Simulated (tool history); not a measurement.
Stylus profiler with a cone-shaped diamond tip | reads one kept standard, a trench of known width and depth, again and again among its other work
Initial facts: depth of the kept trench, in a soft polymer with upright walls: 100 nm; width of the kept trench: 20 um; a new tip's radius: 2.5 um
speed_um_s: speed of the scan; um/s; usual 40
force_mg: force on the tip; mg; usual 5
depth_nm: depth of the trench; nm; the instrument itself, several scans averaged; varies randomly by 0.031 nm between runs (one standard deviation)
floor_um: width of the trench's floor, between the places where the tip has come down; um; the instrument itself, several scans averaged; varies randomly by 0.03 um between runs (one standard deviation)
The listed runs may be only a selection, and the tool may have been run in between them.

| run | day | speed_um_s | force_mg | depth_nm | floor_um |
|---|---|---|---|---|---|
| 1 | 0 | 40 | 5 | 102.78 | 18.39 |
| 2 | 0.912 | 28 | 5 | 102.75 | 18.46 |
| 3 | 1.892 | 28 | 5 | 102.74 | 18.39 |
| 4 | 2.971 | 40 | 5 | 102.69 | 18.38 |
| 5 | 3.875 | 24 | 5 | 102.72 | 18.42 |
| 6 | 4.483 | 40 | 5 | 102.76 | 18.39 |
| 7 | 5.621 | 40 | 5 | 102.74 | 18.31 |
| 8 | 6.112 | 40 | 5 | 102.73 | 18.33 |
| 9 | 7.233 | 40 | 5 | 102.72 | 18.38 |
| 10 | 8.146 | 40 | 5 | 102.78 | 18.36 |
| 11 | 8.917 | 40 | 5 | 102.67 | 18.37 |
| 12 | 9.408 | 40 | 5 | 102.69 | 18.34 |
|  | 9.525 | height scale calibrated on a step standard |
| 13 | 10.579 | 40 | 5 | 102.67 | 18.35 |
| 14 | 11.438 | 40 | 5 | 102.67 | 18.33 |
| 15 | 12.212 | 40 | 5 | 102.65 | 18.32 |
| 16 | 13.158 | 40 | 5 | 102.67 | 18.29 |
| 17 | 13.667 | 40 | 5 | 102.67 | 18.33 |
| 18 | 14.804 | 40 | 5 | 102.62 | 18.26 |
|  | 15.238 | height scale calibrated on a step standard, once more |
| 19 | 15.4 | 40 | 5 | 102.62 | 18.34 |
| 20 | 16.012 | 40 | 5 | 102.63 | 18.33 |
| 21 | 17.025 | 40 | 5 | 102.67 | 18.3 |
| 22 | 17.962 | 25 | 5 | 102.67 | 18.33 |
| 23 | 18.917 | 25 | 5 | 102.57 | 18.36 |
| 24 | 19.804 | 25 | 5 | 102.57 | 18.35 |
| 25 | 20.704 | 25 | 5 | 102.66 | 18.33 |
| 26 | 21.25 | 11 | 10.15 | 104.3 | 18.36 |
| 27 | 22.338 | 142 | 6.17 | 103 | 17.9 |
| 28 | 22.904 | 19 | 2.38 | 101.61 | 18.36 |
| 29 | 23.962 | 18 | 13.54 | 105.19 | 18.44 |
| 30 | 24.575 | 18 | 7.19 | 103.33 | 18.38 |
| 31 | 25.225 | 60 | 7.87 | 103.56 | 18.18 |
| 32 | 26.158 | 60 | 4.5 | 102.43 | 18.1 |
| 33 | 27.033 | 68 | 5 | 102.55 | 18.1 |
| 34 | 28.058 | 104 | 2.79 | 101.67 | 17.76 |
| 35 | 28.608 | 104 | 2.79 | 101.68 | 17.74 |
| 36 | 29.746 | 62 | 3.78 | 102.1 | 18.12 |
| 37 | 30.296 | 62 | 3.78 | 102.11 | 18.05 |
| 38 | 31.158 | 10 | 8.93 | 103.9 | 18.35 |
| 39 | 31.917 | 10 | 8.93 | 103.84 | 18.34 |
| 40 | 32.975 | 10 | 2.33 | 101.49 | 18.35 |
| 41 | 33.488 | 10 | 2.33 | 101.46 | 18.36 |
| 42 | 34.25 | 10 | 2.33 | 101.43 | 18.26 |
| 43 | 34.862 | 10 | 2.33 | 101.45 | 18.31 |
| 44 | 35.5 | 18 | 13.65 | 105.15 | 18.33 |
| 45 | 36.067 | 51 | 3.96 | 102.14 | 18.14 |

3 ways to go on from here, each from the tool as it stands after run 45. What would each give?
| A | 36.675 | 51 | 2.05 | ? | ? |
| B | 36.675 | 25 | 2.51 | ? | ? |
| C | 36.675 | 31 | 5 | ? | ? |

| run | depth_nm | floor_um |
|---|---|---|
| A | 101.31 | 18.02 |
| B | 101.49 | 18.27 |
| C | 102.5 | 18.24 |
Take away the tool's hidden state, keep each run's random variation, and the runs would have read:
| run | depth_nm | floor_um |
|---|---|---|
| A | 101.49 | 18.24 |
| B | 101.67 | 18.49 |
| C | 102.69 | 18.46 |

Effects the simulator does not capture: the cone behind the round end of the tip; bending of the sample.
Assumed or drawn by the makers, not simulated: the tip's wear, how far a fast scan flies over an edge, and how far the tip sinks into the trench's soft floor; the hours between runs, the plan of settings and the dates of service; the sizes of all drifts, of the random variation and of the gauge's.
